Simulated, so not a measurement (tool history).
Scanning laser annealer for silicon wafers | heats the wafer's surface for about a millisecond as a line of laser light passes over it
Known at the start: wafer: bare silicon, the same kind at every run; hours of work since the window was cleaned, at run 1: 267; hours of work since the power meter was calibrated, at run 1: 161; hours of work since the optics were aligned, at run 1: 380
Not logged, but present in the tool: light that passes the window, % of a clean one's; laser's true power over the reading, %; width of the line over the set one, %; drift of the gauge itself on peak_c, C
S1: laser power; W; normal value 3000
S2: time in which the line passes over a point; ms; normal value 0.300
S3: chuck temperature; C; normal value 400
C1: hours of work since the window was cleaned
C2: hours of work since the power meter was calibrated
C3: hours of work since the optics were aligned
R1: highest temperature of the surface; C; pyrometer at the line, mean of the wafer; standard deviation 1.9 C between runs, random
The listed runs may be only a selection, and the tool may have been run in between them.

run 1 hour=0.0 | S1=3000 S2=0.300 S3=400 | C1=267 C2=161 C3=380 | R1=1118
run 2 hour=14.2 | S1=3000 S2=0.314 S3=400 | C1=273 C2=167 C3=386 | R1=1138
run 3 hour=26.2 | S1=3000 S2=0.300 S3=400 | C1=278 C2=172 C3=391 | R1=1115
run 4 hour=46.3 | S1=3000 S2=0.300 S3=400 | C1=287 C2=181 C3=399 | R1=1114
run 5 hour=73.8 | S1=3000 S2=0.300 S3=396 | C1=298 C2=192 C3=411 | R1=1110
run 6 hour=89.0 | S1=3000 S2=0.323 S3=396 | C1=305 C2=199 C3=417 | R1=1146
run 7 hour=116.8 | S1=3000 S2=0.323 S3=396 | C1=317 C2=210 C3=429 | R1=1142
run 8 hour=134.2 | S1=3000 S2=0.300 S3=400 | C1=324 C2=218 C3=436 | R1=1115
run 9 hour=162.1 | S1=3000 S2=0.300 S3=400 | C1=336 C2=229 C3=448 | R1=1115
run 10 hour=175.8 | S1=3148 S2=0.282 S3=430 | C1=341 C2=235 C3=454 | R1=1157
run 11 hour=200.2 | S1=3148 S2=0.282 S3=430 | C1=352 C2=245 C3=464 | R1=1153
run 12 hour=228.8 | S1=3148 S2=0.282 S3=430 | C1=364 C2=257 C3=476 | R1=1155
run 13 hour=252.9 | S1=2846 S2=0.249 S3=420 | C1=374 C2=268 C3=486 | R1=1026
run 14 hour=265.9 | S1=2739 S2=0.297 S3=425 | C1=379 C2=273 C3=492 | R1=1074
run 15 hour=279.6 | S1=3080 S2=0.325 S3=430 | C1=385 C2=279 C3=497 | R1=1202
run 16 hour=295.5 | S1=3080 S2=0.325 S3=430 | C1=392 C2=286 C3=504 | R1=1199
run 17 hour=318.3 | S1=2806 S2=0.300 S3=429 | C1=401 C2=295 C3=514 | R1=1100
run 18 hour=331.7 | S1=2806 S2=0.280 S3=429 | C1=407 C2=301 C3=519 | R1=1073

Alternative continuations, all from the tool just after run 18; predict every row:
-- hour=347.3 window over the wafer cleaned
run A hour=356.4 | S1=2720 S2=0.221 S3=376 | C1=4 C2=310 C3=529 | R1=?
-- hour=347.3 window over the wafer cleaned
run B hour=356.4 | S1=2677 S2=0.307 S3=369 | C1=4 C2=310 C3=529 | R1=?
-- hour=347.3 window over the wafer cleaned
run C hour=356.4 | S1=3146 S2=0.327 S3=387 | C1=4 C2=310 C3=529 | R1=?

run=A R1=918
run=B R1=1014
run=C R1=1180
With the hidden condition removed and each run's random variation left untouched, the same runs would have given:
run=A R1=918
run=B R1=1014
run=C R1=1180

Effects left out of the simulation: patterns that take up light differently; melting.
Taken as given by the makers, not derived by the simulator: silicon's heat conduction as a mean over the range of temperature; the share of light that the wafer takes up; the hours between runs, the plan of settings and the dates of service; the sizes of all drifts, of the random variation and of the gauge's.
